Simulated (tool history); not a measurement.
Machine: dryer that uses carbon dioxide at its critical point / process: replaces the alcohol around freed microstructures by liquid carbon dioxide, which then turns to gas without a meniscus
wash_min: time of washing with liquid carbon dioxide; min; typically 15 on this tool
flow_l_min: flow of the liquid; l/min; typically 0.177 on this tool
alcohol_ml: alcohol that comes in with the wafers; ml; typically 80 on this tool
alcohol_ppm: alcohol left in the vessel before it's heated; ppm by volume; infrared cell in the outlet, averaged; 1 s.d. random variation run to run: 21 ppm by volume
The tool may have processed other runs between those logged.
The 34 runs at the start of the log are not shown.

Run 35, hour 424.2: usual settings but wash_min 24 min, flow_l_min 0.213 l/min, alcohol_ml 65 ml. Result: alcohol_ppm 135 ppm by volume.
Run 36, hour 435.7: usual settings but wash_min 24 min, flow_l_min 0.28 l/min, alcohol_ml 28 ml. Result: alcohol_ppm 110 ppm by volume.
Run 37, hour 445.2: usual settings but wash_min 9 min, flow_l_min 0.11 l/min, alcohol_ml 66 ml. Result: alcohol_ppm 27297 ppm by volume.
Run 38, hour 455: usual settings but wash_min 21 min, flow_l_min 0.117 l/min, alcohol_ml 103 ml. Result: alcohol_ppm 4414 ppm by volume.
Run 39, hour 466.4: usual settings but wash_min 21 min, flow_l_min 0.117 l/min, alcohol_ml 103 ml. Result: alcohol_ppm 4471 ppm by volume.
Run 40, hour 481.3: usual settings but flow_l_min 0.163 l/min, alcohol_ml 40 ml. Result: alcohol_ppm 1793 ppm by volume.
Run 41, hour 498.8: usual settings but flow_l_min 0.163 l/min, alcohol_ml 40 ml. Result: alcohol_ppm 1815 ppm by volume.
Run 42, hour 515.3: usual settings but wash_min 16 min, flow_l_min 0.114 l/min, alcohol_ml 29 ml. Result: alcohol_ppm 3564 ppm by volume.
Run 43, hour 525: usual settings but wash_min 11 min, flow_l_min 0.114 l/min, alcohol_ml 95 ml. Result: alcohol_ppm 27672 ppm by volume.
Run 44, hour 540.6: usual settings but wash_min 20 min. Result: alcohol_ppm 816 ppm by volume.
Run 45, hour 548.3: usual settings but wash_min 20 min. Result: alcohol_ppm 798 ppm by volume.
Run 46, hour 558.5: usual settings but wash_min 10 min, alcohol_ml 78 ml. Result: alcohol_ppm 10172 ppm by volume.
Run 47, hour 573.3: usual settings but wash_min 20 min. Result: alcohol_ppm 854 ppm by volume.

Below are 3 alternative next runs, each starting from the tool's condition after run 47. Predict each:
Run A, hour 582.2: usual settings but flow_l_min 0.243 l/min, alcohol_ml 102 ml. Result: alcohol_ppm ?.
Run B, hour 582.2: usual settings but wash_min 14 min, flow_l_min 0.239 l/min, alcohol_ml 36 ml. Result: alcohol_ppm ?.
Run C, hour 582.2: usual settings but flow_l_min 0.204 l/min, alcohol_ml 21 ml. Result: alcohol_ppm ?.

run  alcohol_ppm
  A          875
  B          576
  C          532
With no hidden state in the tool, these same runs would have given:
run  alcohol_ppm
  A          277
  B          184
  C          179
